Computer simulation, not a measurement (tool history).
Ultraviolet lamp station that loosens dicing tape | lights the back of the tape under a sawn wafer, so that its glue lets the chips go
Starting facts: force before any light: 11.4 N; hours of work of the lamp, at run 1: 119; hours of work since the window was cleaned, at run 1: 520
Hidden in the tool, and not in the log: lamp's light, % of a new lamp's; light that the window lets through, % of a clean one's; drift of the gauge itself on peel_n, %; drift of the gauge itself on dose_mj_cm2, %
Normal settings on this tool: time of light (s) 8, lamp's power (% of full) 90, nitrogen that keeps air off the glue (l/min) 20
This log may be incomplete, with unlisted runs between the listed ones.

run   hour  time of light (s)  lamp's power (% of full)  nitrogen that keeps air off the glue (l/min)  hours of work of the lamp  hours of work since the window was cleaned  force that peels the tape off (N)  light that reached the tape (mJ/cm²)
  1    0.0                  8                        90                                            20                        119                                         520                              1.349                                   323
  2   24.2                  8                        90                                            20                        133                                         534                              1.345                                   320
      55.5  -- window cleaned of glue's vapour
  3   62.5                  8                        90                                            20                        155                                           4                              0.955                                   377
  4  100.6                  9                        90                                            20                        177                                          26                              0.750                                   421
  5  142.0                  9                        90                                            20                        201                                          50                              0.758                                   417
  6  162.4                  9                        90                                            28                        212                                          62                              0.584                                   411
  7  182.5                  9                        90                                            28                        224                                          73                              0.598                                   415
  8  229.1                  9                        69                                            28                        251                                         100                              1.142                                   317
  9  274.9                  9                        69                                            28                        277                                         127                              1.158                                   304
 10  301.0                  5                        90                                            20                        292                                         142                              2.519                                   224
 11  345.6                  5                        90                                            38                        318                                         167                              1.770                                   216
 12  392.6                  5                        79                                            13                        345                                         195                              3.662                                   187
 13  429.9                  9                        91                                            39                        367                                         216                              0.582                                   386
 14  459.6                  9                        91                                            39                        384                                         233                              0.575                                   379
 15  497.4                 16                        68                                            29                        406                                         255                              0.379                                   494
 16  537.0                 16                        68                                            29                        429                                         278                              0.400                                   494
 17  569.2                  7                        91                                            31                        447                                         296                              1.284                                   286
 18  604.8                  5                        80                                            35                        468                                         317                              2.501                                   176
 19  650.8                  5                        80                                            35                        494                                         344                              2.763                                   172
 20  690.0                  6                        67                                            21                        517                                         366                              3.333                                   171

Describe how what the log doesn't record of the tool's condition differs between the last listed run preceding each entry between runs and the first listed run following it.
After run 2, before run 3: window cleaned of glue's vapour (hour 55.5)
  lamp's light, % of a new lamp's: 95.8 -> 95.4; light that the window lets through, % of a clean one's: 83.7 -> 99.8
  what was measured, less what the result would be without the hidden state, force that peels the tape off (N): +0.501 -> +0.098; light that reached the tape (mJ/cm²): -79 -> -19
